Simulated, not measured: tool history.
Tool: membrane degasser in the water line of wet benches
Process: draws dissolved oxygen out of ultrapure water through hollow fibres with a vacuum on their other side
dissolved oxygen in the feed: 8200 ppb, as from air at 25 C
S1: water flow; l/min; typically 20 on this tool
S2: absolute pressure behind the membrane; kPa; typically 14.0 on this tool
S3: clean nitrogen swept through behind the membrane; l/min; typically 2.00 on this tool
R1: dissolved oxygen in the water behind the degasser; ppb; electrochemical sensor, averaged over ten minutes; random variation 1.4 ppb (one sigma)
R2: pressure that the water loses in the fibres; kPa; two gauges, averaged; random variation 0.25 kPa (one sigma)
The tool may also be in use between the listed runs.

run,hour,S1,S2,S3,R1,R2
1,0.0,20,14.0,2.00,252.9,67.40
2,46.6,20,14.0,2.00,255.5,67.15
3,89.6,20,14.0,2.00,254.6,67.68
4,151.8,20,14.0,2.00,253.6,67.36
5,199.7,20,14.0,2.00,256.6,66.85
6,244.2,17,14.0,2.00,216.9,57.17
7,279.9,20,21.6,2.00,423.7,67.44
8,341.6,20,21.6,2.00,421.0,67.84
9,398.9,20,21.6,2.00,427.2,67.39
10,467.4,20,21.6,2.00,419.7,67.14
11,501.9,20,21.6,2.00,422.5,67.20
12,573.4,20,21.6,2.00,425.9,67.61
13,644.1,20,21.6,2.00,424.7,67.05
14,724.5,20,21.6,2.00,423.7,66.91
15,790.0,20,21.6,2.00,424.2,67.38
16,870.0,20,21.6,2.00,423.0,67.43
17,920.4,16,18.0,1.81,308.3,53.97
18,959.3,14,8.6,1.81,101.7,47.23
19,1003.4,19,8.6,1.02,225.9,64.36
20,1037.2,19,8.6,1.02,226.0,64.08
21,1094.8,19,15.0,1.02,475.7,64.24
22,1128.8,20,12.0,1.29,308.9,67.42
23,1165.6,20,12.0,1.29,309.0,67.45
24,1213.8,20,12.0,1.29,308.8,67.28
25,1294.0,20,12.0,1.29,305.8,67.72
26,1328.0,13,9.8,4.00,54.4,43.58
27,1369.2,21,10.9,4.30,96.8,70.65
28,1422.9,30,14.0,5.21,176.3,100.35
29,1462.0,22,32.2,1.18,1077.4,74.26
30,1507.6,27,14.0,1.53,434.6,91.07
31,1584.7,16,17.5,2.00,271.9,54.11
32,1649.7,27,17.5,2.00,446.2,90.62

3 ways to go on from here, each from the tool as it stands after run 32. What would each give?
A,1705.8,27,17.5,0.84,?,?
B,1705.8,27,17.5,2.36,?,?
C,1705.8,21,31.0,2.00,?,?

run,R1,R2
A,894.9,90.77
B,391.8,90.95
C,653.1,70.99
The same runs, with their run-to-run variation unchanged, on a tool lacking any hidden condition would have given:
run,R1,R2
A,887.7,89.53
B,385.5,89.71
C,642.5,70.03
